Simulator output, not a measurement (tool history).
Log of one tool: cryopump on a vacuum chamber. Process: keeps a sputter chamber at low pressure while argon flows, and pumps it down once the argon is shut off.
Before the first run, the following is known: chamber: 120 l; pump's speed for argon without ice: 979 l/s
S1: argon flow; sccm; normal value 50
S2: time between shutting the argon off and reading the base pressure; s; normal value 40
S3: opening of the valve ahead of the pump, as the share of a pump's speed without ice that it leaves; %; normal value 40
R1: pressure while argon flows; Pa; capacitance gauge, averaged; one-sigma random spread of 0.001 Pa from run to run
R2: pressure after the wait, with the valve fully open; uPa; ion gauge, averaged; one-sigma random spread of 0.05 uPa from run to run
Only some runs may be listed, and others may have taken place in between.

run,hour,S1,S2,S3,R1,R2
1,0.0,50,40,40,0.2293,3.46
2,48.3,50,40,40,0.2317,3.40
3,105.8,50,40,40,0.2343,3.45
4,187.4,50,256,40,0.2342,1.16
5,257.1,50,256,40,0.2379,1.20
6,297.9,50,256,40,0.2369,1.24
7,377.1,50,256,40,0.2412,1.26
8,430.4,50,256,40,0.2433,1.30
9,501.3,70,33,25,0.5252,4.12
10,587.1,80,71,57,0.2942,2.54
11,640.2,80,71,57,0.2936,2.57

The next listed run, before its measurement:
12,721.4,46,40,31,?,?

R1: 0.2887 Pa
R2: 3.73 uPa
Had the tool carried no hidden state, the very same run would have given R1 0.2561 Pa, R2 2.97 uPa.
